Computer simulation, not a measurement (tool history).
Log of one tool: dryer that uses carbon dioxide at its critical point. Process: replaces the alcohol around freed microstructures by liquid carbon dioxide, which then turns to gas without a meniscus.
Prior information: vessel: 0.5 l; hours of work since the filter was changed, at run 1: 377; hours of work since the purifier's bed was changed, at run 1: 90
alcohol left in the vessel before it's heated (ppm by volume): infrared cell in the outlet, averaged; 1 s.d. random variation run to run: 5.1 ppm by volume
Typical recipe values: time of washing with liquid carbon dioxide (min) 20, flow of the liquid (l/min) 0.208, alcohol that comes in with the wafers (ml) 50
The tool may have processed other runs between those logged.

run,day,time of washing with liquid carbon dioxide (min),flow of the liquid (l/min),alcohol that comes in with the wafers (ml),hours of work since the filter was changed,hours of work since the purifier's bed was changed,alcohol left in the vessel before it's heated (ppm by volume)
1,0.000,20,0.208,50,377,90,130
2,0.508,20,0.208,50,386,99,142
3,1.079,20,0.208,50,397,109,146
4,1.762,20,0.208,50,409,122,142
5,2.112,20,0.208,50,415,128,150
6,2.621,20,0.208,26,424,137,100
7,2.979,13,0.208,50,431,144,1277
8,3.471,13,0.208,50,440,152,1299
9,4.042,13,0.208,50,450,163,1325
# day 4.588: inlet filter changed
10,4.779,13,0.208,50,3,175,795
11,5.517,20,0.208,37,17,188,72
12,6.112,20,0.153,50,27,199,495
13,6.883,20,0.153,50,41,213,515
14,7.254,20,0.153,50,48,220,500
15,7.996,20,0.208,28,61,233,74
16,8.667,20,0.208,28,73,245,89
17,9.254,20,0.208,50,84,256,117
18,9.992,25,0.208,50,97,269,65
19,10.621,20,0.130,50,108,280,1253
20,10.938,20,0.130,50,114,286,1222
21,11.425,20,0.130,50,123,295,1271
22,12.079,20,0.130,50,135,306,1230
23,12.817,20,0.130,50,148,320,1292
24,13.479,21,0.183,69,160,331,249
25,14.267,13,0.151,81,174,346,5720
26,14.617,18,0.237,23,180,352,98
27,15.283,18,0.129,98,192,364,4057
28,15.629,18,0.129,98,198,370,3951
29,16.208,24,0.150,26,209,380,189
30,16.954,13,0.297,30,222,394,161
31,17.642,13,0.128,60,234,406,7599
32,18.321,20,0.318,50,247,418,92
33,19.050,23,0.208,116,260,432,162
34,19.633,20,0.208,31,270,442,143
35,20.154,14,0.306,64,280,451,173
36,20.583,23,0.174,96,287,459,341
37,20.908,29,0.201,52,293,465,104
38,21.646,14,0.275,50,306,478,245
39,22.050,20,0.200,63,314,485,266
40,22.758,20,0.208,34,326,498,170
41,23.454,20,0.213,36,339,511,160
42,23.817,22,0.307,31,345,517,109
43,24.362,13,0.208,38,355,527,975
44,25.133,20,0.208,119,369,541,358
45,25.858,20,0.208,74,382,554,265
46,26.217,20,0.208,74,388,560,276

Below are 5 alternative next runs, each starting from the tool's condition after run 46. Predict each:
A,26.804,22,0.170,50,399,571,?
B,26.804,20,0.349,74,399,571,?
C,26.804,20,0.164,74,399,571,?
D,26.804,14,0.208,32,399,571,?
E,26.804,20,0.208,41,399,571,?

run,alcohol left in the vessel before it's heated (ppm by volume)
A,351
B,125
C,830
D,668
E,210
Without the tool's hidden state the same runs would have given:
run,alcohol left in the vessel before it's heated (ppm by volume)
A,128
B,12
C,402
D,335
E,47

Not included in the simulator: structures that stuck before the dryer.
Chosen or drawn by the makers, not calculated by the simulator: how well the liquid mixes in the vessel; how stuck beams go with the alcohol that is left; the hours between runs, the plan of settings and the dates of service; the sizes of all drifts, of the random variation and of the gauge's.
